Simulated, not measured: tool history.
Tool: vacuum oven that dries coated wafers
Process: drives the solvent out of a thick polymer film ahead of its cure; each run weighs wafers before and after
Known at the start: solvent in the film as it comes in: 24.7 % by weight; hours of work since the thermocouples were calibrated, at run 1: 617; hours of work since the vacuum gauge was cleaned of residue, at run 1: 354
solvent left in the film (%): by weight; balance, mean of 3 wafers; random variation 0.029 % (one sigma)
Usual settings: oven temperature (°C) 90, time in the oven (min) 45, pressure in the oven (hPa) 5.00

run	hour	oven temperature (°C)	time in the oven (min)	pressure in the oven (hPa)	hours of work since the thermocouples were calibrated	hours of work since the vacuum gauge was cleaned of residue	solvent left in the film (%)
1	0.0	90	45	5.00	617	354	0.96
2	68.6	90	45	5.00	660	397	0.97
3	172.5	90	45	5.00	726	462	0.95
4	216.4	90	45	5.00	753	490	0.94
5	316.1	90	38	5.00	816	553	1.39
6	396.9	90	45	5.00	867	604	0.92
7	440.4	90	45	5.00	894	631	0.94
8	529.3	90	45	7.12	951	687	1.02
9	594.2	90	45	13.43	992	728	1.30
10	683.7	90	45	13.43	1048	785	1.31
# hour 694.6: vacuum gauge cleaned of residue and calibrated
11	763.8	90	45	13.43	1097	44	1.32
12	843.8	90	29	5.00	1148	94	2.50
13	919.5	92	29	5.00	1196	142	2.00
14	1005.5	90	45	5.00	1250	196	0.98
# hour 1028.2: vacuum gauge cleaned of residue and calibrated, once more
15	1096.1	98	45	5.00	1306	43	0.21
16	1189.7	90	22	5.00	1365	102	3.74
17	1276.5	90	45	9.16	1420	157	0.98
18	1373.0	90	45	9.16	1481	217	0.97
19	1441.0	90	45	9.16	1524	260	0.93
20	1489.4	93	23	2.60	1554	291	2.46
21	1550.1	92	63	6.25	1592	329	0.37
22	1617.7	80	46	5.00	1635	372	2.65
# hour 1674.0: oven's thermocouples calibrated
23	1715.5	76	44	11.02	26	432	5.34
24	1780.9	76	44	11.02	67	473	5.34
25	1878.1	99	45	5.04	129	535	0.35
26	1927.4	88	45	4.53	160	566	1.36
27	1986.9	96	45	5.00	197	603	0.44
28	2030.2	90	45	5.00	225	631	1.06
29	2092.0	85	45	5.35	264	670	1.99
30	2179.4	85	45	5.35	319	725	2.00
31	2277.7	105	35	5.00	381	787	0.29

5 ways to go on from here, each from the tool as it stands after run 31. What would each give?
A	2372.2	90	35	5.72	440	846	?
B	2372.2	90	22	3.40	440	846	?
C	2372.2	78	71	5.00	440	846	?
D	2372.2	79	45	3.11	440	846	?
E	2372.2	90	54	5.00	440	846	?

run	solvent left in the film (%)
A	1.85
B	4.21
C	1.85
D	3.60
E	0.71
Without the tool's hidden state the same runs would have given:
run	solvent left in the film (%)
A	1.75
B	4.17
C	1.67
D	3.47
E	0.57
